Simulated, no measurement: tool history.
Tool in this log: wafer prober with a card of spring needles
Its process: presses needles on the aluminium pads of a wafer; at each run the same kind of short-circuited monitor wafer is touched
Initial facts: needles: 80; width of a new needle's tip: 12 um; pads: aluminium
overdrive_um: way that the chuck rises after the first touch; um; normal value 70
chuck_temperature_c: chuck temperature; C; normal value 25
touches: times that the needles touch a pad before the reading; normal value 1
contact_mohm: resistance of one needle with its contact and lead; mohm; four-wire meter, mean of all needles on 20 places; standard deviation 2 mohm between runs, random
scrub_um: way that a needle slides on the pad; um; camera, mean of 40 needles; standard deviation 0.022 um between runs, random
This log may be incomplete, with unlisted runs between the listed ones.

run,hour,overdrive_um,chuck_temperature_c,touches,contact_mohm,scrub_um
1,0.0,70,25,1,214,12.76
# hour 5.9: tips cleaned on abrasive film
2,14.9,70,25,1,214,12.78
# hour 18.8: tips cleaned on abrasive film
# hour 31.5: tips cleaned on abrasive film
3,38.5,70,25,1,213,12.78
# hour 44.1: tips cleaned on abrasive film
# hour 56.2: tips cleaned on abrasive film
4,58.2,70,25,1,210,12.80
# hour 68.7: tips cleaned on abrasive film
5,76.0,70,25,1,214,12.78
# hour 81.2: tips cleaned on abrasive film
# hour 93.6: tips cleaned on abrasive film
6,98.4,70,25,1,209,12.81
# hour 105.8: tips cleaned on abrasive film
# hour 117.7: tips cleaned on abrasive film
7,122.9,70,25,1,210,12.84
# hour 129.7: tips cleaned on abrasive film
8,136.6,70,25,1,208,12.83
# hour 142.2: tips cleaned on abrasive film
# hour 155.4: tips cleaned on abrasive film
9,156.8,70,25,1,210,12.85
# hour 167.1: tips cleaned on abrasive film
10,173.1,70,25,1,217,12.86
# hour 180.0: tips cleaned on abrasive film
11,187.1,70,25,1,210,12.87
# hour 193.2: tips cleaned on abrasive film
12,200.6,70,50,1,218,12.90
# hour 206.6: tips cleaned on abrasive film
# hour 219.2: tips cleaned on abrasive film
13,219.2,70,50,1,216,12.90
# hour 231.1: tips cleaned on abrasive film
14,239.4,70,50,1,217,12.91
# hour 244.9: tips cleaned on abrasive film
# hour 258.0: tips cleaned on abrasive film
15,265.3,70,50,1,216,12.95
# hour 269.8: tips cleaned on abrasive film
16,281.2,90,25,1,212,16.67
# hour 282.4: tips cleaned on abrasive film
# hour 294.6: tips cleaned on abrasive film
17,301.8,63,42,3,214,11.69
# hour 307.0: tips cleaned on abrasive film
18,314.3,64,25,1,209,11.85
# hour 320.5: tips cleaned on abrasive film
19,328.2,55,82,1,228,10.23
# hour 332.3: tips cleaned on abrasive film
# hour 344.6: tips cleaned on abrasive film
20,350.9,69,25,2,214,12.80
# hour 356.0: height of the first contact set anew
# hour 358.1: tips cleaned on abrasive film
# hour 369.9: tips cleaned on abrasive film
21,370.4,87,78,1,229,16.20
# hour 381.9: tips cleaned on abrasive film
# hour 394.2: tips cleaned on abrasive film
22,396.9,87,34,1,211,16.19
# hour 406.1: tips cleaned on abrasive film
23,408.0,63,108,3,232,11.70
# hour 418.7: tips cleaned on abrasive film
24,423.7,69,30,1,213,12.88
# hour 430.5: tips cleaned on abrasive film
# hour 442.8: tips cleaned on abrasive film
25,446.0,72,68,2,220,13.42
# hour 454.8: tips cleaned on abrasive film
# hour 467.2: tips cleaned on abrasive film
26,467.2,75,69,2,220,13.99
# hour 475.1: gauge calibrated
# hour 478.9: tips cleaned on abrasive film
27,485.9,74,97,1,230,13.47
# hour 491.4: tips cleaned on abrasive film
28,500.6,51,50,2,221,9.29
# hour 502.9: tips cleaned on abrasive film
29,513.0,75,50,2,219,13.66
# hour 515.5: tips cleaned on abrasive film
# hour 527.3: tips cleaned on abrasive film
30,536.5,75,50,2,217,13.74
# hour 539.8: tips cleaned on abrasive film
# hour 552.5: tips cleaned on abrasive film
31,561.3,75,50,2,217,13.73
# hour 565.5: tips cleaned on abrasive film
# hour 577.3: tips cleaned on abrasive film
32,585.4,75,62,2,221,13.76

Predict each of these 3 candidate next runs independently; none follows another, all start after run 32:
# hour 589.0: tips cleaned on abrasive film
# hour 600.9: tips cleaned on abrasive film
A,607.8,51,73,2,?,?
# hour 589.0: tips cleaned on abrasive film
# hour 600.9: tips cleaned on abrasive film
B,607.8,75,60,3,?,?
# hour 589.0: tips cleaned on abrasive film
# hour 600.9: tips cleaned on abrasive film
C,607.8,86,62,1,?,?

run,contact_mohm,scrub_um
A,224,9.33
B,223,13.76
C,226,15.77
Take away the tool's hidden state, keep each run's random variation, and the runs would have read:
run,contact_mohm,scrub_um
A,224,9.28
B,223,13.68
C,225,15.67
